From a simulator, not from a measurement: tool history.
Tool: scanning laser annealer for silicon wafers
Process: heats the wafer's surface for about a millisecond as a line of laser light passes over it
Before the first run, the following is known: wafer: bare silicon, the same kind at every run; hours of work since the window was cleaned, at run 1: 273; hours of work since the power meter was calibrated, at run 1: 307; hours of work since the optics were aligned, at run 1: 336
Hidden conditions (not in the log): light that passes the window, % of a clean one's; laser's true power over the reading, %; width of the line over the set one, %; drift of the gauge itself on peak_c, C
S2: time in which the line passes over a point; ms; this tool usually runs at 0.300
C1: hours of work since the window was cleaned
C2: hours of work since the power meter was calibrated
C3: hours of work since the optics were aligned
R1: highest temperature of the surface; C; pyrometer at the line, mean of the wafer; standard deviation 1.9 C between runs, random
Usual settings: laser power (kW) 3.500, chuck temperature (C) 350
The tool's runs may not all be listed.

run 1 day=0.000 | laser_power_(kW)=3.500 S2=0.300 chuck_temperature_(C)=350 | C1=273 C2=307 C3=336 | R1=1099
run 2 day=0.729 | laser_power_(kW)=3.500 S2=0.300 chuck_temperature_(C)=350 | C1=282 C2=316 C3=345 | R1=1097
run 3 day=1.196 | laser_power_(kW)=3.500 S2=0.300 chuck_temperature_(C)=354 | C1=288 C2=322 C3=351 | R1=1101
run 4 day=1.775 | laser_power_(kW)=3.500 S2=0.300 chuck_temperature_(C)=350 | C1=295 C2=329 C3=358 | R1=1098
run 5 day=2.229 | laser_power_(kW)=3.500 S2=0.300 chuck_temperature_(C)=350 | C1=301 C2=335 C3=364 | R1=1100
run 6 day=2.879 | laser_power_(kW)=3.500 S2=0.324 chuck_temperature_(C)=350 | C1=309 C2=343 C3=372 | R1=1129
run 7 day=3.475 | laser_power_(kW)=3.500 S2=0.324 chuck_temperature_(C)=384 | C1=316 C2=350 C3=379 | R1=1160
run 8 day=4.246 | laser_power_(kW)=3.500 S2=0.300 chuck_temperature_(C)=350 | C1=326 C2=360 C3=389 | R1=1097
run 9 day=4.933 | laser_power_(kW)=3.500 S2=0.300 chuck_temperature_(C)=350 | C1=334 C2=369 C3=397 | R1=1098
run 10 day=5.633 | laser_power_(kW)=3.500 S2=0.300 chuck_temperature_(C)=350 | C1=343 C2=377 C3=406 | R1=1099
run 11 day=6.142 | laser_power_(kW)=3.500 S2=0.300 chuck_temperature_(C)=350 | C1=349 C2=384 C3=412 | R1=1097
run 12 day=6.704 | laser_power_(kW)=3.500 S2=0.248 chuck_temperature_(C)=350 | C1=357 C2=391 C3=419 | R1=1026
run 13 day=7.471 | laser_power_(kW)=3.500 S2=0.248 chuck_temperature_(C)=350 | C1=366 C2=400 C3=429 | R1=1028
run 14 day=7.988 | laser_power_(kW)=3.500 S2=0.248 chuck_temperature_(C)=350 | C1=372 C2=407 C3=435 | R1=1027
run 15 day=8.688 | laser_power_(kW)=3.500 S2=0.300 chuck_temperature_(C)=350 | C1=381 C2=415 C3=444 | R1=1098
run 16 day=9.304 | laser_power_(kW)=3.500 S2=0.300 chuck_temperature_(C)=350 | C1=389 C2=423 C3=452 | R1=1098
run 17 day=9.750 | laser_power_(kW)=3.500 S2=0.300 chuck_temperature_(C)=358 | C1=394 C2=428 C3=457 | R1=1107
run 18 day=10.417 | laser_power_(kW)=3.402 S2=0.300 chuck_temperature_(C)=350 | C1=403 C2=437 C3=465 | R1=1076
run 19 day=10.800 | laser_power_(kW)=3.402 S2=0.300 chuck_temperature_(C)=350 | C1=407 C2=442 C3=470 | R1=1074
run 20 day=11.175 | laser_power_(kW)=3.402 S2=0.300 chuck_temperature_(C)=350 | C1=412 C2=446 C3=475 | R1=1069
run 21 day=11.592 | laser_power_(kW)=3.500 S2=0.273 chuck_temperature_(C)=350 | C1=417 C2=451 C3=480 | R1=1060

Run 22 has not been measured yet. What should we expect?
run 22 day=12.088 | laser_power_(kW)=3.775 S2=0.369 chuck_temperature_(C)=350 | C1=423 C2=458 C3=486 | R1=?

R1: 1252 C
If the tool had no hidden condition, the same run with the same run-to-run variation would have returned R1 1253 C.
